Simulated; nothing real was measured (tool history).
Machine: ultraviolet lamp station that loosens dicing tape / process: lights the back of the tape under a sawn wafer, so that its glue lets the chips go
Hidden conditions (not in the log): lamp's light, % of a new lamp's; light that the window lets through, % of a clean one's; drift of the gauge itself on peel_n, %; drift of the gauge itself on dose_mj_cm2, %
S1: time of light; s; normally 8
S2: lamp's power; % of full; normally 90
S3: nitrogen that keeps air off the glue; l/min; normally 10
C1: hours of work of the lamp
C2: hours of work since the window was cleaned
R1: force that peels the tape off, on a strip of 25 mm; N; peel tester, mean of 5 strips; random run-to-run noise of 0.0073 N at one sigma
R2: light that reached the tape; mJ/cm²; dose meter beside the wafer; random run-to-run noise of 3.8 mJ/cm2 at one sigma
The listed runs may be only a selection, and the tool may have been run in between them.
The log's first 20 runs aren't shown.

Run 21, hour 562.2: usual settings but S1 4 s, S3 3 l/min; C1 1101; C2 493. Result: R1 2.507 N, R2 207 mJ/cm².
Run 22, hour 580.5: usual settings but S1 11 s, S2 61 % of full, S3 3 l/min; C1 1115; C2 507. Result: R1 1.240 N, R2 381 mJ/cm².
Run 23, hour 612.3: usual settings but S1 4 s, S2 74 % of full, S3 9 l/min; C1 1138; C2 531. Result: R1 1.910 N, R2 167 mJ/cm².
Run 24, hour 637.5: usual settings but S1 4 s, S2 74 % of full, S3 9 l/min; C1 1157; C2 549. Result: R1 1.896 N, R2 162 mJ/cm².
Run 25, hour 666.3: usual settings but S1 4 s, S2 74 % of full, S3 9 l/min; C1 1179; C2 571. Result: R1 1.923 N, R2 156 mJ/cm².
At hour 679.2: window cleaned of glue's vapour.
Run 26, hour 696.3: usual settings but S1 4 s, S2 74 % of full, S3 9 l/min; C1 1200; C2 13. Result: R1 1.647 N, R2 186 mJ/cm².
Run 27, hour 720.6: usual settings but S1 10 s, S2 94 % of full, S3 16 l/min; C1 1219; C2 31. Result: R1 0.252 N, R2 587 mJ/cm².
Run 28, hour 738.6: usual settings but S1 14 s, S2 91 % of full; C1 1232; C2 44. Result: R1 0.241 N, R2 795 mJ/cm².
Run 29, hour 761.9: usual settings but S1 14 s, S2 91 % of full; C1 1249; C2 62. Result: R1 0.239 N, R2 776 mJ/cm².
Run 30, hour 785.7: usual settings but S1 14 s, S2 91 % of full; C1 1267; C2 79. Result: R1 0.229 N, R2 773 mJ/cm².
Run 31, hour 802.3: usual settings but S1 6 s; C1 1279; C2 92. Result: R1 0.726 N, R2 324 mJ/cm².

Alternative continuations, all from the tool just after run 31; predict every row:
Run A, hour 827.3: usual settings but S1 6 s, S2 97 % of full; C1 1298; C2 110. Result: R1 ?, R2 ?.
Run B, hour 827.3: usual settings but S1 10 s, S2 73 % of full, S3 6 l/min; C1 1298; C2 110. Result: R1 ?, R2 ?.
Run C, hour 827.3: usual settings but S1 11 s, S2 88 % of full, S3 9 l/min; C1 1298; C2 110. Result: R1 ?, R2 ?.
Run D, hour 827.3: usual settings but S1 11 s, S2 70 % of full, S3 4 l/min; C1 1298; C2 110. Result: R1 ?, R2 ?.
Run E, hour 827.3: usual settings but S1 5 s, S2 62 % of full, S3 12 l/min; C1 1298; C2 110. Result: R1 ?, R2 ?.

run     R1   R2
  A  0.613  349
  B  0.642  435
  C  0.316  579
  D  0.775  458
  E  1.524  180
Without the tool's hidden state the same runs would have given:
run     R1   R2
  A  0.316  528
  B  0.334  661
  C  0.234  877
  D  0.394  695
  E  0.841  276
